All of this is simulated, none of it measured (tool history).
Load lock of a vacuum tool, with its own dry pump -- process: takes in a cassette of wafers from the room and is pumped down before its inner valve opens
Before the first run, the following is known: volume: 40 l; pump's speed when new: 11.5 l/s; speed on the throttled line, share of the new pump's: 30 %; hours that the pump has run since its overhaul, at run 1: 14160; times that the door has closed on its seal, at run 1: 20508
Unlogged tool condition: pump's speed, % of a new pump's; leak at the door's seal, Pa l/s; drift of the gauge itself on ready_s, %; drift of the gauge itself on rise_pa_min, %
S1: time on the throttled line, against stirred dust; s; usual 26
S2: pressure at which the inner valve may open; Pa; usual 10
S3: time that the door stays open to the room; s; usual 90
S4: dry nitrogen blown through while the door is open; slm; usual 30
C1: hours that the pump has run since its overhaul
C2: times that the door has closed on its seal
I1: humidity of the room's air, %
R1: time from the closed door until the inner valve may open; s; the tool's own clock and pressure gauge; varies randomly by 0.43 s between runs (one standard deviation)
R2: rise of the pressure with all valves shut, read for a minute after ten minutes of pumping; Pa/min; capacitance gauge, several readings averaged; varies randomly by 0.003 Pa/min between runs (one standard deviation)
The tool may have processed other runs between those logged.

run,hour,S1,S2,S3,S4,C1,C2,I1,R1,R2
1,0,26,10,90,30,14160,20508,41.5,57.2,0.094
2,296.9,26,10,90,30,14457,21132,44.2,56.5,0.1
3,560.5,26,10,90,30,14720,21686,44.4,57.2,0.1
4,864.1,26,10,90,24,15024,22324,47.1,57.3,0.105
5,1122.7,26,10,90,24,15282,22867,45.4,56.9,0.113
6,1455.9,26,10,90,30,15616,23567,47.7,57.8,0.11
7,1818.4,26,10,90,30,15978,24329,41.7,57.5,0.117
# hour 1863.9: dry pump taken out, an overhauled one fitted
8,2138.8,26,10,90,30,275,24990,43.4,50.9,0.121
9,2395.6,26,10,90,30,532,25529,45.4,50.8,0.13
10,2643.3,26,10,90,30,779,26050,46.8,51.1,0.131
11,2926.3,47,10,90,30,1062,26645,46.9,65.4,0.13
12,3197.2,47,10,90,30,1333,27214,44,66.3,0.136
13,3515.8,26,9,90,30,1652,27884,42.4,52.3,0.138
14,3818.7,26,9,90,30,1955,28520,45.5,51.3,0.14
15,4080.7,26,10,90,30,2217,29071,46.2,51.4,0.147
16,4343.1,26,10,90,30,2479,29622,46.1,51.2,0.148
17,4597.7,26,10,90,30,2734,30157,45.4,51.9,0.154
18,4759.4,26,10,90,30,2895,30497,42.2,51.7,0.151
19,5105.5,26,10,90,30,3242,31224,48.8,52.2,0.168
20,5371.5,28,10,38,30,3508,31783,43.7,53,0.161
21,5614.8,22,10,28,30,3751,32295,45.2,48.8,0.164
22,5813.2,22,10,28,30,3949,32711,39.7,49.2,0.159
23,6059.3,18,16,76,19,4195,33229,44.8,45.1,0.178
24,6223.5,18,16,76,19,4360,33574,46.4,45.7,0.187
25,6415.6,18,16,76,19,4552,33977,47.9,45,0.194
26,6768,26,9,97,30,4904,34718,45.8,52.4,0.189
27,6930.7,26,9,97,30,5067,35060,46.7,52.9,0.188
28,7136.6,26,9,97,30,5273,35493,45.6,52.2,0.201
29,7417.9,16,9,97,8,5554,36084,47.3,45.9,0.224
30,7607,16,9,97,8,5743,36481,45,45.7,0.22
31,7873.2,42,10,109,7,6009,37041,44,63.4,0.238
32,8062.7,30,10,91,30,6199,37439,45.7,55.9,0.213
33,8323.8,30,10,91,30,6460,37988,44.9,55.2,0.216
# hour 8449.4: door's seal changed, seat wiped
34,8617.4,22,9,29,8,6752,353,45,51.3,0.029
35,8859.3,28,19,27,11,6994,862,43.5,51.8,0.021
36,9131.9,28,19,27,11,7266,1435,45.1,51.9,0.025

Below, each run's measurement less what the same run would have read without the hidden state. Both values contain the same run-to-run variation, but the gauge's scatter may not be the same in both:
run,R1,R2
1,+6.2,+0.069
2,+6.3,+0.073
3,+6.5,+0.075
4,+6.7,+0.079
5,+6.8,+0.083
6,+7,+0.087
7,+7.1,+0.091
8,+0,+0.096
9,+0,+0.1
10,+0.2,+0.101
11,+0.2,+0.106
12,+0.2,+0.111
13,+0.4,+0.113
14,+0.5,+0.115
15,+0.7,+0.121
16,+0.7,+0.122
17,+0.8,+0.128
18,+0.8,+0.132
19,+1,+0.138
20,+1.2,+0.137
21,+1.3,+0.144
22,+1.4,+0.146
23,+1.5,+0.151
24,+1.6,+0.155
25,+1.7,+0.158
26,+1.7,+0.163
27,+1.8,+0.165
28,+1.8,+0.171
29,+2.2,+0.173
30,+2.3,+0.175
31,+1.7,+0.184
32,+2.1,+0.184
33,+2.2,+0.188
34,+2.6,-0.001
35,+2.2,+0
36,+2.3,+0.002
